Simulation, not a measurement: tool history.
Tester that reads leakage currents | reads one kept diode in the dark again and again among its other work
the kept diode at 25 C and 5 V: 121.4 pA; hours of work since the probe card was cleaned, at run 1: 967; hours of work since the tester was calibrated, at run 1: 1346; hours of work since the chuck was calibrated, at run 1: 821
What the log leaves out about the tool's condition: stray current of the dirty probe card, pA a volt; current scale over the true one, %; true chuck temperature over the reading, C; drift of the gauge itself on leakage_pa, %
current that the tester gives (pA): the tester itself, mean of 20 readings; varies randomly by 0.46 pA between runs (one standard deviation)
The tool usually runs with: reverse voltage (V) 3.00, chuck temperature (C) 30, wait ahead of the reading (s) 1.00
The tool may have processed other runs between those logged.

run    hour  reverse voltage (V)  chuck temperature (C)  wait ahead of the reading (s)  hours of work since the probe card was cleaned  hours of work since the tester was calibrated  hours of work since the chuck was calibrated  current that the tester gives (pA)
  1     0.0                 3.00                     30                           1.00                                             967                                           1346                                           821                              138.63
  2   107.7                 3.00                     30                           1.00                                            1039                                           1417                                           893                              136.78
  3   217.8                 3.00                     31                           1.00                                            1112                                           1491                                           966                              146.74
  4   285.9                 3.00                     31                           1.00                                            1157                                           1536                                          1011                              146.07
  5   380.9                 3.00                     31                           1.00                                            1220                                           1599                                          1074                              144.94
  6   437.7                 3.00                     30                           1.00                                            1258                                           1637                                          1112                              133.90
  7   493.9                 3.00                     30                           1.00                                            1295                                           1674                                          1149                              132.91
  8   592.1                 3.00                     30                           1.00                                            1361                                           1739                                          1215                              131.55
      647.6  -- chuck's temperature calibrated
  9   708.4                 3.00                     30                           1.00                                            1437                                           1815                                            40                              150.50
      719.3  -- probe card cleaned and baked
 10   811.7                 3.00                     30                           1.00                                              61                                           1882                                           107                              149.06
 11   928.2                 3.00                     30                           1.00                                             139                                           1959                                           184                              148.24
 12  1032.1                10.73                     24                           0.96                                             208                                           2028                                           253                              143.66
 13  1115.8                10.73                     24                           0.96                                             263                                           2084                                           309                              141.54
     1227.2  -- probe card cleaned and baked, once more
 14  1230.4                 3.00                     52                           1.75                                               2                                           2158                                           383                              678.64
 15  1319.7                 8.12                     48                           2.05                                              61                                           2217                                           442                              703.85
 16  1376.5                 8.12                     48                           2.05                                              99                                           2255                                           480                              702.41
 17  1466.7                 3.00                     58                           1.46                                             159                                           2315                                           540                              979.26
 18  1562.0                11.17                     32                           2.37                                             222                                           2378                                           603                              245.36
 19  1673.0                11.17                     32                           2.37                                             296                                           2452                                           677                              242.85
 20  1767.3                11.17                     32                           2.37                                             359                                           2515                                           740                              242.00
 21  1869.8                 4.21                     21                           7.57                                             427                                           2583                                           808                               74.26
 22  1924.2                 3.89                     28                           0.63                                             463                                           2619                                           844                              126.10

Results per run with the tool's hidden condition removed, run-to-run variation unchanged:
run  current that the tester gives (pA)
  1                              152.43
  2                              151.68
  3                              164.08
  4                              164.33
  5                              164.25
  6                              152.55
  7                              152.10
  8                              151.79
  9                              152.29
 10                              151.65
 11                              152.36
 12                              144.85
 13                              143.61
 14                              717.48
 15                              749.61
 16                              751.10
 17                             1050.48
 18                              267.49
 19                              266.97
 20                              267.90
 21                               83.47
 22                              142.06

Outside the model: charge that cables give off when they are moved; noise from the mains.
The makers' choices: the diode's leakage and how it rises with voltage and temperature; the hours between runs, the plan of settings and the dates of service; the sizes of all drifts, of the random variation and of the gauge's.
